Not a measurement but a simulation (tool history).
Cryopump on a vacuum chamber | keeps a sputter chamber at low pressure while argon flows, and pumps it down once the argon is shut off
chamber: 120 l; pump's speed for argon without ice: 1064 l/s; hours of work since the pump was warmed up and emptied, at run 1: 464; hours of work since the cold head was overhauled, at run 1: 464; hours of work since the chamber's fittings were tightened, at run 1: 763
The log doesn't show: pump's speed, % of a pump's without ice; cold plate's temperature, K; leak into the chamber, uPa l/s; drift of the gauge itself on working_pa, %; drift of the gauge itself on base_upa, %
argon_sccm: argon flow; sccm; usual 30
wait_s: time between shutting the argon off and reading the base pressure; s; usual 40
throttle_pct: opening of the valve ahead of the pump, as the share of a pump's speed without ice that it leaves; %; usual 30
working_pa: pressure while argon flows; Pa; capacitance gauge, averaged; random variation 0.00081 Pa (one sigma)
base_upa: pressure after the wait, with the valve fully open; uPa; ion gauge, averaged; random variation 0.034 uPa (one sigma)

run	hour	argon_sccm	wait_s	throttle_pct	hours of work since the pump was warmed up and emptied	hours of work since the cold head was overhauled	hours of work since the chamber's fittings were tightened	working_pa	base_upa
1	0.0	30	40	30	464	464	763	0.1709	2.38
2	24.0	30	40	30	478	478	777	0.1716	2.31
3	45.9	30	40	30	490	490	789	0.1748	2.33
4	70.1	30	40	32	504	504	803	0.1648	2.30
5	81.0	30	40	30	510	510	809	0.1736	2.38
6	101.1	30	40	30	521	521	820	0.1738	2.45
7	111.8	30	40	30	527	527	826	0.1746	2.39
8	122.3	30	40	30	533	533	832	0.1751	2.38
9	139.9	30	66	30	543	543	842	0.1750	1.77
10	152.6	30	32	30	551	551	850	0.1761	2.75
11	169.3	12	40	30	560	560	859	0.0698	2.43
12	190.3	12	40	30	572	572	871	0.0707	2.42
13	207.2	12	40	30	582	582	881	0.0705	2.38
14	230.0	12	40	30	595	595	894	0.0711	2.41
15	249.3	12	40	30	606	606	904	0.0710	2.43
16	270.1	40	40	30	617	617	916	0.2370	2.56
17	292.6	40	40	30	630	630	929	0.2372	2.46
18	307.5	15	30	45	639	639	937	0.0625	3.08
19	324.8	37	119	20	648	648	947	0.3161	1.46
20	336.9	37	119	20	655	655	954	0.3182	1.49
21	361.0	26	105	24	669	669	968	0.1913	1.52
22	383.3	26	105	24	682	682	980	0.1895	1.55
23	394.4	26	105	24	688	688	987	0.1908	1.59
24	414.3	30	20	29	699	699	998	0.1886	4.24
25	425.5	30	82	29	705	705	1004	0.1875	1.76
26	444.9	18	40	31	717	717	1015	0.1053	2.61
27	464.1	43	171	33	727	727	1026	0.2402	1.33
28	482.1	43	171	33	738	738	1037	0.2404	1.33
29	498.1	14	26	20	747	747	1046	0.1225	3.49
30	514.7	30	213	25	756	756	1055	0.2165	1.29
31	525.8	30	213	25	762	762	1061	0.2133	1.33
32	550.0	30	213	25	776	776	1075	0.2167	1.38
33	561.6	15	28	17	783	783	1082	0.1530	3.33
34	583.0	15	28	17	795	795	1094	0.1536	3.39

Measured less the same run without the tool's hidden state. The same run-to-run variation is in both; the gauge's scatter may not be:
run	working_pa	base_upa
1	+0.0133	+0.46
2	+0.0138	+0.46
3	+0.0144	+0.47
4	+0.0150	+0.48
5	+0.0151	+0.50
6	+0.0154	+0.53
7	+0.0157	+0.51
8	+0.0160	+0.51
9	+0.0163	+0.52
10	+0.0166	+0.53
11	+0.0068	+0.54
12	+0.0069	+0.55
13	+0.0071	+0.55
14	+0.0073	+0.57
15	+0.0075	+0.57
16	+0.0255	+0.61
17	+0.0261	+0.61
18	+0.0100	+0.62
19	+0.0249	+0.63
20	+0.0254	+0.65
21	+0.0185	+0.64
22	+0.0188	+0.66
23	+0.0190	+0.68
24	+0.0228	+0.69
25	+0.0229	+0.67
26	+0.0139	+0.71
27	+0.0340	+0.69
28	+0.0346	+0.70
29	+0.0115	+0.73
30	+0.0254	+0.72
31	+0.0253	+0.76
32	+0.0263	+0.77
33	+0.0132	+0.77
34	+0.0135	+0.80
